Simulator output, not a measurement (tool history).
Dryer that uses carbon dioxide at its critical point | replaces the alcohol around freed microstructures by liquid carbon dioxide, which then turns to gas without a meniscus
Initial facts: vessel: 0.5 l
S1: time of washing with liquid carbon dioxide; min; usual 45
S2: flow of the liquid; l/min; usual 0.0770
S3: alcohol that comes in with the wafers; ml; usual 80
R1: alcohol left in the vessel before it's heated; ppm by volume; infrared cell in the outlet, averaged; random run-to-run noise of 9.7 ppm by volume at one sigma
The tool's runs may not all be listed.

run 1 hour=0.0 | S1=45 S2=0.0770 S3=80 | R1=1005
run 2 hour=55.4 | S1=45 S2=0.1043 S3=80 | R1=354
run 3 hour=98.6 | S1=45 S2=0.1043 S3=80 | R1=374
run 4 hour=159.3 | S1=45 S2=0.0770 S3=80 | R1=584
run 5 hour=211.4 | S1=45 S2=0.0770 S3=32 | R1=241
run 6 hour=280.1 | S1=45 S2=0.0770 S3=32 | R1=252
run 7 hour=318.4 | S1=45 S2=0.0770 S3=32 | R1=267
run 8 hour=357.1 | S1=45 S2=0.0770 S3=32 | R1=269
run 9 hour=395.1 | S1=45 S2=0.0770 S3=80 | R1=658
run 10 hour=450.4 | S1=45 S2=0.1100 S3=80 | R1=87
run 11 hour=485.5 | S1=45 S2=0.1100 S3=80 | R1=84
run 12 hour=539.2 | S1=45 S2=0.1208 S3=27 | R1=52
run 13 hour=589.4 | S1=52 S2=0.0770 S3=80 | R1=322
run 14 hour=652.0 | S1=52 S2=0.0696 S3=28 | R1=248
run 15 hour=690.6 | S1=52 S2=0.0532 S3=65 | R1=1943
run 16 hour=739.7 | S1=38 S2=0.0873 S3=25 | R1=333
run 17 hour=788.3 | S1=38 S2=0.0959 S3=105 | R1=713
run 18 hour=843.5 | S1=43 S2=0.0959 S3=105 | R1=377
run 19 hour=900.0 | S1=69 S2=0.0959 S3=24 | R1=91
run 20 hour=928.6 | S1=69 S2=0.0959 S3=24 | R1=86
run 21 hour=959.9 | S1=56 S2=0.0959 S3=97 | R1=128

Not shown here: 2 entries made in the log between runs. Locate each between two listed runs and compare the hidden state at the listed run before it with the hidden state at the listed run after it:
In the gap between runs 3 and 4: inlet filter changed (hour 127.7); purifier's bed changed (hour 130.7)
  flow that reaches the vessel past the clogged filter, %: 93.9 -> 99.6; alcohol in the recycled carbon dioxide, ppm: 269.9 -> 8.8
  what was measured, less what the result would be without the hidden state, R1: +309 -> +16 ppm by volume
